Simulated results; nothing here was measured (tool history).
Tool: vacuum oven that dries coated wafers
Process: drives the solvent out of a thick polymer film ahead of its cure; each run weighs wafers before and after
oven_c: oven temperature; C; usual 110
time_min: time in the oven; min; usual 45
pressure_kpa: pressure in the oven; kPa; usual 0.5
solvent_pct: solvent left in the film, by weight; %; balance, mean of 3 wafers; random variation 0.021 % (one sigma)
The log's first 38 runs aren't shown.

Run 39, day 36.067: usual settings but oven_c 120 C, time_min 50 min, pressure_kpa 0.29 kPa. Result: solvent_pct 0.22 %.
Run 40, day 36.829: usual settings but oven_c 121 C, time_min 35 min, pressure_kpa 0.544 kPa. Result: solvent_pct 0.53 %.
Run 41, day 37.621: usual settings but oven_c 121 C, time_min 35 min, pressure_kpa 0.544 kPa. Result: solvent_pct 0.54 %.
Run 42, day 38.496: usual settings but oven_c 97 C, time_min 48 min, pressure_kpa 1.041 kPa. Result: solvent_pct 2.83 %.
Run 43, day 39.079: usual settings but pressure_kpa 0.503 kPa. Result: solvent_pct 0.88 %.
Run 44, day 39.675: usual settings but time_min 64 min, pressure_kpa 0.529 kPa. Result: solvent_pct 0.54 %.
Run 45, day 40.833: usual settings but time_min 64 min, pressure_kpa 0.529 kPa. Result: solvent_pct 0.55 %.
Run 46, day 41.529: usual settings but time_min 64 min, pressure_kpa 0.529 kPa. Result: solvent_pct 0.54 %.

Forecast each of these 4 alternatives for the next run:
Run A, day 42.479: usual settings but oven_c 118 C, pressure_kpa 0.779 kPa. Result: solvent_pct ?.
Run B, day 42.479: usual settings but oven_c 115 C, time_min 58 min, pressure_kpa 0.272 kPa. Result: solvent_pct ?.
Run C, day 42.479: usual settings but time_min 47 min. Result: solvent_pct ?.
Run D, day 42.479: usual settings but oven_c 102 C, pressure_kpa 1.724 kPa. Result: solvent_pct ?.

run  solvent_pct
  A         0.61
  B         0.28
  C         0.85
  D         2.74
Without the tool's hidden state the same runs would have given:
run  solvent_pct
  A         0.49
  B         0.18
  C         0.66
  D         2.37
